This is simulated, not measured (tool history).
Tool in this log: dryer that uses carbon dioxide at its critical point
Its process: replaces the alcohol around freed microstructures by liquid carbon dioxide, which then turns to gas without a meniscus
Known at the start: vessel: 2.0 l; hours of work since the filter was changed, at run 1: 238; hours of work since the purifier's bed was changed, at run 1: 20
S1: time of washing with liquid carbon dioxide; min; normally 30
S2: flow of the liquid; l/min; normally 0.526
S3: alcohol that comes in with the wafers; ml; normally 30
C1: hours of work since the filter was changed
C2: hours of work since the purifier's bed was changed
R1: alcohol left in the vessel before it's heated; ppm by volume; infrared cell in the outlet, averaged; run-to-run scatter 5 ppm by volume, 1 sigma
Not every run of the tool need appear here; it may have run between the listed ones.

run,day,S1,S2,S3,C1,C2,R1
1,0.000,30,0.526,30,238,20,23
# day 0.608: inlet filter changed
2,0.804,30,0.526,30,2,29,4
3,1.542,30,0.526,30,12,38,20
4,1.908,30,0.526,30,16,43,16
5,2.483,30,0.526,30,23,50,28
6,3.075,20,0.526,30,30,57,111
7,3.688,30,0.526,53,38,65,27
8,4.525,30,0.526,53,48,75,36
9,5.246,30,0.526,30,57,84,32
10,5.742,30,0.611,30,63,90,19
11,6.604,30,0.611,30,74,101,25
12,7.171,30,0.611,30,81,108,30
13,7.800,30,0.611,30,89,115,27
14,8.238,21,0.526,30,94,121,120
15,9.062,21,0.526,30,104,131,106
16,9.908,46,0.526,30,115,141,27
17,10.571,46,0.526,30,123,150,35
18,10.958,19,0.345,40,128,154,985
19,11.571,30,0.798,102,135,162,40
20,12.338,30,0.798,102,145,171,32
21,12.696,30,0.798,102,149,176,29
22,13.442,23,0.624,35,159,185,53
23,14.021,18,0.624,25,166,192,103
24,14.804,44,0.852,21,175,202,38
25,15.400,44,0.510,43,183,209,40
26,15.842,28,0.584,30,188,215,53
27,16.554,28,0.584,30,197,224,45
28,17.292,29,0.838,110,206,233,39
29,17.692,30,0.693,20,211,238,42
30,18.275,20,0.526,30,218,245,180
31,19.146,30,0.398,25,229,256,100

Predict each of these 3 candidate next runs independently; none follows another, all start after run 31:
A,19.921,41,0.398,25,239,265,?
B,19.921,19,0.526,30,239,265,?
C,19.921,30,0.456,113,239,265,?

run,R1
A,58
B,228
C,172
With no hidden state in the tool, these same runs would have given:
run,R1
A,11
B,128
C,77
